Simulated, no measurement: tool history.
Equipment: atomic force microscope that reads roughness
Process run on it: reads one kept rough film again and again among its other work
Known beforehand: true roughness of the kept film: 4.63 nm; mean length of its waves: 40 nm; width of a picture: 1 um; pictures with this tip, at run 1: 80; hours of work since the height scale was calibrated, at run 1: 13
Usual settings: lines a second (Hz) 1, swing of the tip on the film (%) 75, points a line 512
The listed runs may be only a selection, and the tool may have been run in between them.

| run | day | lines a second (Hz) | swing of the tip on the film (%) | points a line | pictures with this tip | hours of work since the height scale was calibrated | roughness of the kept film (nm (root mean square)) |
|---|---|---|---|---|---|---|---|
| 1 | 0 | 1 | 75 | 512 | 80 | 13 | 3.837 |
| 2 | 0.346 | 1 | 75 | 512 | 90 | 20 | 3.832 |
| 3 | 0.683 | 1 | 75 | 512 | 100 | 26 | 3.797 |
| 4 | 1.046 | 1 | 75 | 512 | 111 | 32 | 3.759 |
| 5 | 1.317 | 1 | 75 | 512 | 119 | 37 | 3.772 |
| 6 | 1.654 | 1 | 75 | 512 | 129 | 43 | 3.781 |
| 7 | 2.112 | 1 | 75 | 512 | 143 | 51 | 3.703 |
| 8 | 2.446 | 1 | 75 | 512 | 153 | 57 | 3.689 |
| 9 | 2.846 | 0.95 | 75 | 512 | 165 | 65 | 3.648 |
| 10 | 3.075 | 0.95 | 75 | 512 | 171 | 69 | 3.67 |
| 11 | 3.521 | 0.95 | 75 | 512 | 185 | 77 | 3.64 |
| 12 | 3.767 | 0.95 | 75 | 512 | 192 | 81 | 3.64 |
| 13 | 4.033 | 1 | 75 | 512 | 200 | 86 | 3.616 |
| 14 | 4.288 | 1 | 61 | 512 | 207 | 90 | 3.686 |
| 15 | 4.5 | 1 | 61 | 512 | 213 | 94 | 3.671 |
| 16 | 4.871 | 1 | 61 | 512 | 225 | 101 | 3.649 |
| 17 | 5.108 | 1 | 61 | 512 | 232 | 105 | 3.649 |
| 18 | 5.558 | 1 | 81 | 512 | 245 | 113 | 3.436 |
| 19 | 5.846 | 1 | 81 | 512 | 253 | 118 | 3.432 |
| 20 | 6.262 | 1 | 81 | 512 | 266 | 126 | 3.385 |
| 21 | 6.525 | 1 | 64 | 512 | 273 | 131 | 3.535 |
|  | 6.617 | new tip fitted |
| 22 | 6.783 | 0.62 | 81 | 421 | 5 | 135 | 4.024 |
| 23 | 7.029 | 2.63 | 77 | 957 | 12 | 139 | 3.592 |
| 24 | 7.367 | 1.67 | 71 | 387 | 22 | 145 | 3.879 |
| 25 | 7.571 | 1.67 | 71 | 387 | 28 | 149 | 3.859 |
| 26 | 8.008 | 1.09 | 70 | 266 | 41 | 157 | 3.902 |
| 27 | 8.479 | 1.4 | 84 | 624 | 55 | 165 | 3.605 |
| 28 | 8.754 | 1.4 | 84 | 624 | 63 | 170 | 3.596 |
| 29 | 9.212 | 1.4 | 84 | 624 | 76 | 178 | 3.575 |
| 30 | 9.55 | 1.86 | 56 | 319 | 87 | 184 | 3.861 |
| 31 | 9.983 | 0.79 | 72 | 607 | 99 | 192 | 3.841 |
| 32 | 10.304 | 0.79 | 72 | 382 | 109 | 198 | 3.814 |
| 33 | 10.662 | 2.46 | 74 | 266 | 119 | 204 | 3.426 |
| 34 | 10.988 | 2.46 | 74 | 266 | 129 | 210 | 3.43 |
| 35 | 11.212 | 0.57 | 83 | 532 | 136 | 214 | 3.737 |
| 36 | 11.542 | 0.61 | 76 | 855 | 146 | 220 | 3.754 |
| 37 | 11.996 | 3.44 | 73 | 898 | 159 | 228 | 3.243 |
| 38 | 12.417 | 3.44 | 73 | 898 | 171 | 236 | 3.227 |
| 39 | 12.742 | 3.44 | 57 | 924 | 181 | 242 | 3.588 |
| 40 | 13.046 | 1 | 62 | 532 | 190 | 247 | 3.708 |
| 41 | 13.471 | 0.54 | 75 | 1018 | 203 | 255 | 3.674 |
| 42 | 13.875 | 0.54 | 75 | 1018 | 215 | 262 | 3.652 |

Alternative continuations, all from the tool just after run 42; predict every row:
| A | 14.288 | 1.75 | 75 | 1018 | 227 | 269 | ? |
| B | 14.288 | 2.34 | 76 | 811 | 227 | 269 | ? |
| C | 14.288 | 1.7 | 75 | 1018 | 227 | 269 | ? |
| D | 14.288 | 1 | 55 | 512 | 227 | 269 | ? |
| E | 14.288 | 1.68 | 61 | 395 | 227 | 269 | ? |

| run | roughness of the kept film (nm (root mean square)) |
|---|---|
| A | 3.394 |
| B | 3.233 |
| C | 3.387 |
| D | 3.664 |
| E | 3.55 |
What these runs would have given with no unlogged condition in the tool:
| run | roughness of the kept film (nm (root mean square)) |
|---|---|
| A | 3.893 |
| B | 3.709 |
| C | 3.886 |
| D | 4.203 |
| E | 4.072 |

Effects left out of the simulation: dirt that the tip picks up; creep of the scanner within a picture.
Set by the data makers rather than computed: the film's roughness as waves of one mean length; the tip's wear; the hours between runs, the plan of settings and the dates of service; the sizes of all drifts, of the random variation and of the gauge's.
